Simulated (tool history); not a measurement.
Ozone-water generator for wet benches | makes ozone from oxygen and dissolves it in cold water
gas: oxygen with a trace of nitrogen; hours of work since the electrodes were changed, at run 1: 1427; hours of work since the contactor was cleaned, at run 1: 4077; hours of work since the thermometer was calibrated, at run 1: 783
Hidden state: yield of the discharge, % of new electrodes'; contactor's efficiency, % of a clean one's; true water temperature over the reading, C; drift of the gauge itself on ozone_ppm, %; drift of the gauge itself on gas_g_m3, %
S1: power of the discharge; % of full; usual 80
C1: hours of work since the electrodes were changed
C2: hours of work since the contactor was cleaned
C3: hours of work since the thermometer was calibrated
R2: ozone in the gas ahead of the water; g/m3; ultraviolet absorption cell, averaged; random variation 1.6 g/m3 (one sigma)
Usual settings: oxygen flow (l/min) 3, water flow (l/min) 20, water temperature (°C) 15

{"run": 1, "hour": 0.0, "S1": 80, "oxygen flow (l/min)": 3, "water flow (l/min)": 20, "water temperature (°C)": 15, "C1": 1427, "C2": 4077, "C3": 783, "dissolved ozone (ppm)": 22.6, "R2": 297}
{"run": 2, "hour": 52.9, "S1": 71, "oxygen flow (l/min)": 3, "water flow (l/min)": 20, "water temperature (°C)": 15, "C1": 1464, "C2": 4114, "C3": 820, "dissolved ozone (ppm)": 20.7, "R2": 272.4}
{"run": 3, "hour": 93.8, "S1": 71, "oxygen flow (l/min)": 3, "water flow (l/min)": 20, "water temperature (°C)": 15, "C1": 1493, "C2": 4142, "C3": 848, "dissolved ozone (ppm)": 20.6, "R2": 272.6}
{"run": 4, "hour": 132.8, "S1": 71, "oxygen flow (l/min)": 3, "water flow (l/min)": 20, "water temperature (°C)": 15, "C1": 1520, "C2": 4169, "C3": 876, "dissolved ozone (ppm)": 20.9, "R2": 273.2}
{"run": 5, "hour": 166.0, "S1": 71, "oxygen flow (l/min)": 3, "water flow (l/min)": 20, "water temperature (°C)": 15, "C1": 1543, "C2": 4193, "C3": 899, "dissolved ozone (ppm)": 20.6, "R2": 270.4}
{"run": 6, "hour": 209.7, "S1": 71, "oxygen flow (l/min)": 3, "water flow (l/min)": 20, "water temperature (°C)": 15, "C1": 1574, "C2": 4223, "C3": 929, "dissolved ozone (ppm)": 20.5, "R2": 270.9}
{"run": 7, "hour": 261.6, "S1": 71, "oxygen flow (l/min)": 3, "water flow (l/min)": 20, "water temperature (°C)": 15, "C1": 1610, "C2": 4260, "C3": 966, "dissolved ozone (ppm)": 20.7, "R2": 272.4}
{"run": 8, "hour": 313.0, "S1": 71, "oxygen flow (l/min)": 3, "water flow (l/min)": 20, "water temperature (°C)": 15, "C1": 1646, "C2": 4295, "C3": 1002, "dissolved ozone (ppm)": 20.3, "R2": 271.6}
{"run": 9, "hour": 361.6, "S1": 71, "oxygen flow (l/min)": 3, "water flow (l/min)": 20, "water temperature (°C)": 15, "C1": 1680, "C2": 4329, "C3": 1035, "dissolved ozone (ppm)": 20.4, "R2": 275.8}
{"run": 10, "hour": 406.9, "S1": 71, "oxygen flow (l/min)": 3, "water flow (l/min)": 20, "water temperature (°C)": 15, "C1": 1712, "C2": 4361, "C3": 1067, "dissolved ozone (ppm)": 20.6, "R2": 270.1}
{"run": 11, "hour": 454.1, "S1": 88, "oxygen flow (l/min)": 4.79, "water flow (l/min)": 19, "water temperature (°C)": 22, "C1": 1745, "C2": 4394, "C3": 1100, "dissolved ozone (ppm)": 24.3, "R2": 252}
{"run": 12, "hour": 482.0, "S1": 97, "oxygen flow (l/min)": 3, "water flow (l/min)": 14, "water temperature (°C)": 17, "C1": 1764, "C2": 4414, "C3": 1120, "dissolved ozone (ppm)": 35.4, "R2": 338.7}
{"run": 13, "hour": 514.3, "S1": 41, "oxygen flow (l/min)": 2.89, "water flow (l/min)": 25, "water temperature (°C)": 15, "C1": 1787, "C2": 4436, "C3": 1142, "dissolved ozone (ppm)": 10.7, "R2": 186.5}

Run 14 comes next. What will it give?
{"run": 14, "hour": 544.8, "S1": 91, "oxygen flow (l/min)": 2.89, "water flow (l/min)": 18, "water temperature (°C)": 15, "C1": 1808, "C2": 4457, "C3": 1164, "dissolved ozone (ppm)": "?", "R2": "?"}

Run 14 gave dissolved ozone (ppm) 27.2, R2 329.3 g/m3.
Without the tool's hidden state the same run would have given dissolved ozone (ppm) 29, R2 342.9 g/m3.
